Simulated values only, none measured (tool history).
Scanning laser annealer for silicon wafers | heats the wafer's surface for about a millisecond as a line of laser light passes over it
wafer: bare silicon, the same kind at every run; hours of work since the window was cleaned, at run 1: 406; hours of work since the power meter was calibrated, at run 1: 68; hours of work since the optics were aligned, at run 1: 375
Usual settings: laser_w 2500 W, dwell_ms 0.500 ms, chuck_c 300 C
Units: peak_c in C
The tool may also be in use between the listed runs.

run	hour	laser_w	dwell_ms	chuck_c	hours of work since the window was cleaned	hours of work since the power meter was calibrated	hours of work since the optics were aligned	peak_c
1	0.0	2500	0.500	300	406	68	375	1116
2	12.8	2500	0.360	300	416	77	385	1001
3	26.2	2500	0.487	300	425	87	395	1108
4	38.0	2500	0.487	300	434	95	403	1107
5	49.1	2500	0.487	300	442	103	411	1106
6	57.8	2500	0.487	300	448	110	418	1107
7	72.8	2500	0.487	300	459	121	429	1107
8	83.2	2500	0.500	300	467	128	436	1113
9	93.0	2500	0.500	300	474	136	443	1116

Run 10 comes next. What will it give?
# hour 97.7: window over the wafer cleaned
10	103.8	2500	0.494	292	4	142	450	?

{"run 10": {"peak_c": 1118}}
Without the tool's hidden state the same run would have given peak_c 1122 C.
